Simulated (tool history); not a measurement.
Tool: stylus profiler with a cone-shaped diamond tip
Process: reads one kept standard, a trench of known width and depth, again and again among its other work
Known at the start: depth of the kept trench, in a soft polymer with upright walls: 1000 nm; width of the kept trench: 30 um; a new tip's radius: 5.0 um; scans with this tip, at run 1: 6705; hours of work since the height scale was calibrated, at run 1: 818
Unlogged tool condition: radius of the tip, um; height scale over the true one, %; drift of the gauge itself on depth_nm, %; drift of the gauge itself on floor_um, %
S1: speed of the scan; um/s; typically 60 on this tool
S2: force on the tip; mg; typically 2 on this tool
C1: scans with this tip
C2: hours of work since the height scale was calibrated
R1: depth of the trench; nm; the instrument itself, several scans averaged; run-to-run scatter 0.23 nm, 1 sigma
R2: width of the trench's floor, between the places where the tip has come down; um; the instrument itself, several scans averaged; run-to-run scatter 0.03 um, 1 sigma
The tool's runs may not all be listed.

run,hour,S1,S2,C1,C2,R1,R2
1,0,60,2,6705,818,1019.67,22.45
2,97.6,60,2,7301,891,1019.63,22.33
3,159.6,138,2,7680,937,1020.16,21.95
4,248.2,138,2,8220,1003,1020.01,21.82
5,348.3,138,2,8832,1078,1020.51,21.71
6,489.7,60,3.35,9695,1183,1027.44,21.88
7,579.6,60,3.35,10243,1250,1027.42,21.81
8,660.2,60,1.13,10735,1310,1017.12,21.57
9,727.7,60,2,11147,1360,1022.01,21.55
10,866,60,1.86,11992,1463,1021.54,21.4
11,984.1,60,1.86,12712,1551,1022.1,21.31
12,1077.8,60,1.86,13284,1621,1022.37,21.17
13,1198.6,60,1.86,14022,1711,1023.01,21.11
14,1312.1,80,2,14715,1796,1024.08,20.89
15,1427.2,80,2,15417,1881,1024.69,20.8
16,1536.4,52,2,16084,1963,1024.52,20.78
17,1607.8,60,5.7,16520,2016,1040.28,20.75
18,1715.1,80,2,17175,2096,1025.35,20.49
19,1804.7,80,0.9,17722,2162,1019.6,20.23
20,1880.4,80,0.9,18184,2219,1019.57,20.16
21,2021.4,23,4.55,19045,2324,1037.44,20.42
# hour 2042.7: height scale calibrated on a step standard
22,2147.6,23,4.55,19812,78,1026.66,20.3
23,2266.2,23,4.55,20536,166,1027.06,20.22
24,2392.2,33,1.14,21305,260,1012.12,19.95
25,2463,30,3.96,21737,313,1025.59,20.01
26,2564.9,102,4.68,22359,389,1028.85,19.79
27,2711.1,60,3.35,23252,498,1023.9,19.72
28,2801.2,60,3.35,23801,565,1024.2,19.61
29,2905.3,28,1.78,24437,642,1017.32,19.53
30,3037.9,19,0.77,25247,741,1011.55,19.47
31,3124,21,4.1,25772,805,1028.47,19.43
32,3183.3,41,4.1,26134,850,1028.27,19.35
33,3263.5,152,5.57,26623,909,1034.62,19.06
34,3381,60,2.18,27341,997,1020.93,19.08
35,3518.9,60,2.18,28183,1100,1021.34,18.93
36,3581.4,161,5.14,28564,1146,1033.69,18.73
37,3681.2,22,3.45,29173,1220,1028.04,18.97
38,3812.1,16,1.28,29972,1318,1017.7,18.86
39,3916.7,163,3.6,30611,1396,1029.4,18.4

What differs in the tool's unlogged condition from the final listed run ahead of each entry between runs to the first listed run following it?
Runs 21 to 22: height scale calibrated on a step standard (hour 2042.7)
  radius of the tip, um: 11.79 -> 12.06; height scale over the true one, %: 1.136 -> 0.061
  measured value less the no-hidden-state value, R1: +11.66 -> +0.62 nm; R2: -3.51 -> -3.62 um
